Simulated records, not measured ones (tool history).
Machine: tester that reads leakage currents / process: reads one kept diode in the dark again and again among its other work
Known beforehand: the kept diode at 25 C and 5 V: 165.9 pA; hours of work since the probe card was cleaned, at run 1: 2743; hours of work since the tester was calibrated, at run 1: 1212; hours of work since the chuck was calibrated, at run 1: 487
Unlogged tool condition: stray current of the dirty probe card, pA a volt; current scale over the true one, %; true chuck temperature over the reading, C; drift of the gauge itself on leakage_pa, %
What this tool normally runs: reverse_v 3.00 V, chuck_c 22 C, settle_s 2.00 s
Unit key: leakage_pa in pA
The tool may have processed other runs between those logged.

run	hour	reverse_v	chuck_c	settle_s	hours of work since the probe card was cleaned	hours of work since the tester was calibrated	hours of work since the chuck was calibrated	leakage_pa
1	0.0	3.00	22	2.00	2743	1212	487	93.70
2	48.7	3.00	22	2.00	2773	1241	517	93.53
3	69.4	3.00	22	2.00	2785	1254	529	93.48
4	119.4	3.00	22	2.00	2816	1284	559	93.72
5	142.6	3.00	22	2.00	2830	1298	573	93.99
6	190.4	10.64	22	2.00	2858	1327	602	196.85
7	233.3	3.00	22	1.13	2884	1353	628	93.70
8	273.4	3.00	50	2.00	2909	1377	652	1006.03
9	310.9	3.00	50	2.00	2931	1400	675	1007.55
10	339.4	3.00	22	6.15	2948	1417	692	93.07
11	373.5	3.00	22	6.15	2969	1437	713	93.16
12	401.9	3.00	22	6.15	2986	1455	730	93.18
13	425.9	3.00	22	7.15	3001	1469	745	93.62
14	456.4	3.00	22	7.15	3019	1488	763	93.45
15	498.6	3.00	22	7.15	3045	1513	788	93.09
16	530.1	1.28	22	0.75	3064	1532	807	57.22
17	573.6	1.28	22	0.75	3090	1558	834	56.47
18	602.1	2.52	32	1.73	3107	1576	851	207.07
19	636.6	2.52	32	1.73	3128	1596	872	207.78
20	667.4	2.52	32	1.73	3147	1615	890	207.12
21	689.6	2.52	32	1.73	3160	1628	904	207.86
22	714.9	4.33	32	7.19	3175	1644	919	283.85
23	743.4	3.00	21	2.00	3192	1661	936	85.09
24	784.6	3.00	29	2.83	3217	1686	961	176.02
25	809.8	3.00	29	2.83	3233	1701	976	176.31
26	860.0	3.44	50	1.40	3263	1731	1007	1085.18

Some steps in leakage_pa, run to run, broken into two amounts with sign: the step expected even without the hidden condition (settings, incoming material, random variation), and the rest, left for the hidden condition together with whatever gauge scatter is not in both the measured and the hidden-condition-free result:
Run 7 -> 8: chuck_c 22 -> 50, settle_s 1.13 -> 2.00. leakage_pa +912.33 pA: hidden state -1.14, all else +913.47.
Run 9 -> 10: chuck_c 50 -> 22, settle_s 2.00 -> 6.15. leakage_pa -914.48 pA: hidden state +1.18, all else -915.66.
Run 25 -> 26: reverse_v 3.00 -> 3.44, chuck_c 29 -> 50, settle_s 2.83 -> 1.40. leakage_pa +908.87 pA: hidden state -1.79, all else +910.66.
